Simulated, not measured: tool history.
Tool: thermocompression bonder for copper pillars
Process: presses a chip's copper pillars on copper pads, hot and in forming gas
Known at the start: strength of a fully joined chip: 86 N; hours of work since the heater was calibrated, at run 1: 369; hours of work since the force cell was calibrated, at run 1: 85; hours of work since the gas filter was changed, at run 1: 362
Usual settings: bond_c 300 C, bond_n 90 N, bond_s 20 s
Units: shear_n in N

run,hour,bond_c,bond_n,bond_s,hours of work since the heater was calibrated,hours of work since the force cell was calibrated,hours of work since the gas filter was changed,shear_n
1,0,300,90,20,369,85,362,53.5
2,4.3,300,90,20,371,87,364,54.6
3,11.4,300,90,20,374,90,368,54.8
4,21.1,300,90,20,379,95,373,55.3
5,29.5,300,90,20,383,99,377,54.9
6,36.6,300,90,20,387,103,380,53.9
7,45.2,300,90,20,391,107,385,55
8,50.9,300,67,20,394,110,387,45.4
9,59.7,329,90,20,398,114,392,68.9
10,68.9,329,90,20,403,119,396,68.4
11,75.2,300,90,20,406,122,399,53.3
12,83.1,300,90,20,410,126,403,55.1
13,87.7,300,90,20,412,128,406,54.6
14,92.3,300,90,20,414,130,408,54
15,98.9,300,90,20,418,134,411,52.3
16,105.6,297,90,20,421,137,414,51.9
17,113.6,297,90,20,425,141,418,50.6
18,117.7,297,90,20,427,143,420,51
19,124,297,90,20,430,146,424,52
20,128.2,300,90,30,432,148,426,59.2
21,136.4,316,122,36,436,152,430,74.7
22,143.1,324,107,38,440,156,433,76.7
23,149.8,298,96,24,443,159,436,57
24,155.6,298,67,29,446,162,439,48.3
25,164,325,108,29,450,166,443,73.9
26,168.7,325,65,45,452,168,446,67.2
27,174.1,305,108,12,455,171,448,53.2
28,183.5,300,115,33,460,176,453,67.1
# hour 188.5: forming gas filter changed
29,189.8,300,90,27,462,178,1,61
30,195.8,302,90,12,465,181,4,51.1
31,201.2,330,75,36,468,184,6,74.5
32,208,330,75,36,471,187,10,74
33,216,330,75,36,475,191,14,75.5
34,223.2,303,75,13,479,195,17,45.9
35,228.9,298,56,20,482,198,20,40.6
36,237.8,298,56,20,486,202,24,40.5
37,243.2,300,71,16,489,205,27,44.5
38,250.3,310,84,12,492,208,31,53.1
39,259,283,82,12,497,213,35,35.6
40,263.4,301,58,21,499,215,37,43.2

3 ways to go on from here, each from the tool as it stands after run 40. What would each give?
A,273,278,86,12,504,220,42,?
B,273,309,90,20,504,220,42,?
C,273,301,58,22,504,220,42,?

run,shear_n
A,33.9
B,62
C,44.7
Without the tool's hidden state the same runs would have given:
run,shear_n
A,40.5
B,68.5
C,51.5
